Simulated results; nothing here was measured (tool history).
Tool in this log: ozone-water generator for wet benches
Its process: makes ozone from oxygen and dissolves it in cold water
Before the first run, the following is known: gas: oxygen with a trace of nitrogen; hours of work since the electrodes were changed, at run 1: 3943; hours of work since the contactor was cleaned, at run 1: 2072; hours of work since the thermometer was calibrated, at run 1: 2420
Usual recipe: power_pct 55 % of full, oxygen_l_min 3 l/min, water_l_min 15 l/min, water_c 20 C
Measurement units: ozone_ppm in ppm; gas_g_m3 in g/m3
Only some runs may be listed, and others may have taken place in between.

run	hour	power_pct	oxygen_l_min	water_l_min	water_c	hours of work since the electrodes were changed	hours of work since the contactor was cleaned	hours of work since the thermometer was calibrated	ozone_ppm	gas_g_m3
1	0	55	3	15	20	3943	2072	2420	20.6	233.1
2	87	55	3	15	17	4003	2132	2480	21.2	236.2
3	174.8	79	3	15	20	4064	2192	2540	25.1	283.2
4	260.8	79	3	15	20	4123	2252	2600	25.1	280.4
5	324.7	79	3	15	20	4167	2296	2644	24.9	282.9
6	464.6	79	3	15	20	4264	2392	2740	25	283.7
7	534.2	70	2.5	11	27	4312	2440	2788	27.7	294
8	665.6	44	2.08	12	15	4402	2531	2879	23.9	263.1
9	737.8	55	3	15	16	4452	2581	2929	21.6	236
10	833.7	43	2.85	10	15	4518	2647	2995	27.7	211.8
11	904.9	43	3	16	20	4567	2696	3044	16.9	208.6
12	1002.6	61	2.52	15	20	4635	2763	3111	21.8	274.9

Each row is a separate what-if for the run after 12, all from the same tool condition, not one after another. Results?
A	1134.6	55	3.54	15	20	4726	2854	3202	?	?
B	1134.6	76	3	12	20	4726	2854	3202	?	?
C	1134.6	61	2.52	18	20	4726	2854	3202	?	?

run	ozone_ppm	gas_g_m3
A	20.5	215.3
B	29.5	278.6
C	18	275.8
What these runs would have given with no unlogged condition in the tool:
run	ozone_ppm	gas_g_m3
A	20.5	215.6
B	29.5	279
C	18	276.2
